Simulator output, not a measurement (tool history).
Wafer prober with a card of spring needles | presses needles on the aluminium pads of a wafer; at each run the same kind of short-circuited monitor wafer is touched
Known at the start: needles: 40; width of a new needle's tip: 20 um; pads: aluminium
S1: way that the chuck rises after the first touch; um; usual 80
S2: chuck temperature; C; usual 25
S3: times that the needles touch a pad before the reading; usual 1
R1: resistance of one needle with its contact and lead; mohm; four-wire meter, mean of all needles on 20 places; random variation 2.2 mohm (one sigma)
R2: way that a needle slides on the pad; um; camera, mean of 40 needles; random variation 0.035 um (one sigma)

run	hour	S1	S2	S3	R1	R2
1	0.0	80	25	1	284	10.42
# hour 10.7: tips cleaned on abrasive film
# hour 34.9: tips cleaned on abrasive film
# hour 57.4: tips cleaned on abrasive film
2	75.3	80	25	1	291	10.31
# hour 80.7: tips cleaned on abrasive film
# hour 105.7: tips cleaned on abrasive film
3	112.7	80	25	1	268	10.41
# hour 128.8: tips cleaned on abrasive film
4	147.1	68	25	1	315	8.72
# hour 152.5: tips cleaned on abrasive film
# hour 175.7: tips cleaned on abrasive film
# hour 199.6: tips cleaned on abrasive film
5	214.9	68	25	1	305	8.75
# hour 222.3: tips cleaned on abrasive film
# hour 246.7: tips cleaned on abrasive film
# hour 263.0: height of the first contact set anew
# hour 273.8: tips cleaned on abrasive film
6	290.1	80	25	2	274	10.59
# hour 298.6: tips cleaned on abrasive film
# hour 322.9: tips cleaned on abrasive film
# hour 348.4: tips cleaned on abrasive film
7	362.7	80	25	2	272	10.49
# hour 372.6: tips cleaned on abrasive film
# hour 396.0: tips cleaned on abrasive film
# hour 419.4: tips cleaned on abrasive film
8	424.3	80	25	2	256	10.53
# hour 442.8: tips cleaned on abrasive film
# hour 469.5: tips cleaned on abrasive film
# hour 493.3: tips cleaned on abrasive film
9	506.8	80	25	1	285	10.48
# hour 517.5: tips cleaned on abrasive film
# hour 542.3: tips cleaned on abrasive film
# hour 565.7: tips cleaned on abrasive film
10	569.1	80	25	1	262	10.45
# hour 590.9: tips cleaned on abrasive film
# hour 614.5: tips cleaned on abrasive film
# hour 638.0: tips cleaned on abrasive film
11	646.4	80	25	1	279	10.44
# hour 661.6: tips cleaned on abrasive film
# hour 683.7: tips cleaned on abrasive film
# hour 707.8: tips cleaned on abrasive film
12	717.9	80	25	1	281	10.41
# hour 732.4: tips cleaned on abrasive film
# hour 756.1: tips cleaned on abrasive film
13	759.8	91	25	1	257	11.84
# hour 779.6: tips cleaned on abrasive film
# hour 800.9: tips cleaned on abrasive film
14	818.9	69	101	2	304	8.93
# hour 824.3: tips cleaned on abrasive film
# hour 848.8: tips cleaned on abrasive film
# hour 871.9: tips cleaned on abrasive film
15	888.8	94	46	1	279	12.18
# hour 894.2: tips cleaned on abrasive film
# hour 920.0: tips cleaned on abrasive film
# hour 944.4: tips cleaned on abrasive film
16	945.5	94	46	1	255	12.10
# hour 966.9: tips cleaned on abrasive film
# hour 991.1: tips cleaned on abrasive film
# hour 1017.5: tips cleaned on abrasive film
17	1025.0	87	25	1	270	11.22

The next listed run, before its measurement:
# hour 1042.6: tips cleaned on abrasive film
# hour 1068.6: tips cleaned on abrasive film
# hour 1079.6: height of the first contact set anew
# hour 1095.2: tips cleaned on abrasive film
18	1106.4	80	58	1	?	?

{"run 18": {"R1": 295, "R2": 10.56}}
Without the tool's hidden state the same run would have given R1 256 mohm, R2 10.57 um.
